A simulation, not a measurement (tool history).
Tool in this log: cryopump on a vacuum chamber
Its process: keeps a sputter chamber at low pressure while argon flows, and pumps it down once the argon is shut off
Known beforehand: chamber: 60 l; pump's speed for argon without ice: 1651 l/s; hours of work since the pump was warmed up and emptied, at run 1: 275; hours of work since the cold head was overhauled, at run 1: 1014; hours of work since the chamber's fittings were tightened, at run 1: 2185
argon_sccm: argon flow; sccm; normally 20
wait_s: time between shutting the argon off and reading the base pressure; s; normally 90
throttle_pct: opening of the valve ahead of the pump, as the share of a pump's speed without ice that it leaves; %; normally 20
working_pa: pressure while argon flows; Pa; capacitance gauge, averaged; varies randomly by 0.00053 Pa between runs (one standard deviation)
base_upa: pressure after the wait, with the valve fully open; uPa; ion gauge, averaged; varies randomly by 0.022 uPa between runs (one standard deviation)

run,hour,argon_sccm,wait_s,throttle_pct,hours of work since the pump was warmed up and emptied,hours of work since the cold head was overhauled,hours of work since the chamber's fittings were tightened,working_pa,base_upa
1,0,20,90,20,275,1014,2185,0.1035,1.26
2,41.3,20,90,20,303,1042,2212,0.1049,1.32
3,88.1,20,90,20,335,1073,2244,0.1042,1.3
4,129.6,20,90,20,363,1101,2272,0.1053,1.34
5,169.3,20,90,20,390,1128,2299,0.1048,1.37
6,202.9,20,90,20,412,1151,2322,0.1053,1.34
7,256,28,90,20,448,1187,2357,0.1489,1.43
8,301.8,28,90,20,479,1218,2388,0.1486,1.4
9,340.2,28,90,20,505,1244,2414,0.1486,1.48
10,401,28,90,20,546,1285,2455,0.1485,1.49
11,464.3,28,90,20,589,1327,2498,0.1507,1.52
12,506.2,20,90,20,617,1356,2526,0.1075,1.51
13,567.1,34,169,25,658,1397,2567,0.1486,1.34
14,597.4,15,25,37,679,1417,2588,0.0458,2.56
# hour 623.2: pump warmed up, emptied and cooled again
15,636.7,30,90,25,9,1440,2611,0.1233,1.34
16,698.4,11,240,20,51,1482,2653,0.0575,1.15
# hour 741.9: leaking fittings of the chamber tightened, without venting
17,741.9,14,156,20,79,1510,0,0.0717,0.44
18,788.7,14,156,20,110,1542,32,0.0721,0.52
19,828,10,174,22,137,1568,58,0.0473,0.45
20,884.2,20,268,54,175,1606,96,0.0391,0.41
21,943.1,13,158,54,215,1646,136,0.0262,0.53
22,1003,12,80,21,255,1686,176,0.0596,0.73

Estimate the outcome of run 23 from the log above:
23,1042,12,80,21,281,1713,203,?,?

{"run 23": {"working_pa": 0.06, "base_upa": 0.8}}
Had the tool carried no hidden state, the very same run would have given working_pa 0.0584 Pa, base_upa 0.66 uPa.

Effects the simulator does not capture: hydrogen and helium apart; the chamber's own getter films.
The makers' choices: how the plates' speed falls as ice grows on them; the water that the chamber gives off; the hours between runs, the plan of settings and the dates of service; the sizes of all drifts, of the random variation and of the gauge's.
